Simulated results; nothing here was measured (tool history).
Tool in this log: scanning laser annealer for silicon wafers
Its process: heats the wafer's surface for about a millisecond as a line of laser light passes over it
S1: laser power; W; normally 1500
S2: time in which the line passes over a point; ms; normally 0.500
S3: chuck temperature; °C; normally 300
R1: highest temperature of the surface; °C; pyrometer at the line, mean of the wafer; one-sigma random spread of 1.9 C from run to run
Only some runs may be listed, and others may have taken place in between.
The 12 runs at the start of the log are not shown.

Run 13, hour 117.6: usual settings. Result: R1 1074 °C.
Run 14, hour 127.0: usual settings. Result: R1 1073 °C.
Run 15, hour 139.6: usual settings. Result: R1 1073 °C.
Run 16, hour 151.8: usual settings. Result: R1 1070 °C.
At hour 161.4: window over the wafer cleaned.
Run 17, hour 161.4: usual settings. Result: R1 1092 °C.
Run 18, hour 177.5: usual settings. Result: R1 1091 °C.
Run 19, hour 187.5: usual settings but S2 0.526 ms. Result: R1 1115 °C.
Run 20, hour 195.2: usual settings but S2 0.526 ms. Result: R1 1115 °C.
Run 21, hour 207.2: usual settings but S1 1476 W, S3 285 °C. Result: R1 1062 °C.
Run 22, hour 219.8: usual settings but S1 1476 W, S3 285 °C. Result: R1 1059 °C.
Run 23, hour 232.3: usual settings but S1 1355 W, S3 314 °C. Result: R1 1011 °C.
Run 24, hour 241.6: usual settings but S1 1355 W, S2 0.602 ms, S3 291 °C. Result: R1 1071 °C.
Run 25, hour 255.9: usual settings but S1 1340 W. Result: R1 986 °C.
Run 26, hour 264.6: usual settings but S1 1506 W, S2 0.499 ms, S3 313 °C. Result: R1 1105 °C.
Run 27, hour 278.5: usual settings but S1 1318 W, S2 0.451 ms, S3 314 °C. Result: R1 948 °C.
Run 28, hour 285.3: usual settings but S1 1318 W, S2 0.602 ms, S3 314 °C. Result: R1 1068 °C.
Run 29, hour 299.9: usual settings but S1 1321 W, S2 0.350 ms, S3 338 °C. Result: R1 884 °C.
Run 30, hour 312.3: usual settings but S1 1392 W, S2 0.350 ms, S3 322 °C. Result: R1 904 °C.

Run 31 is up next; what results do you expect?
Run 31, hour 325.5: usual settings but S1 1392 W, S2 0.350 ms, S3 322 °C. Result: R1 ?.

R1: 903 °C
Were there no unlogged condition in the tool, this run, its random variation unchanged, would have produced R1 916 °C.
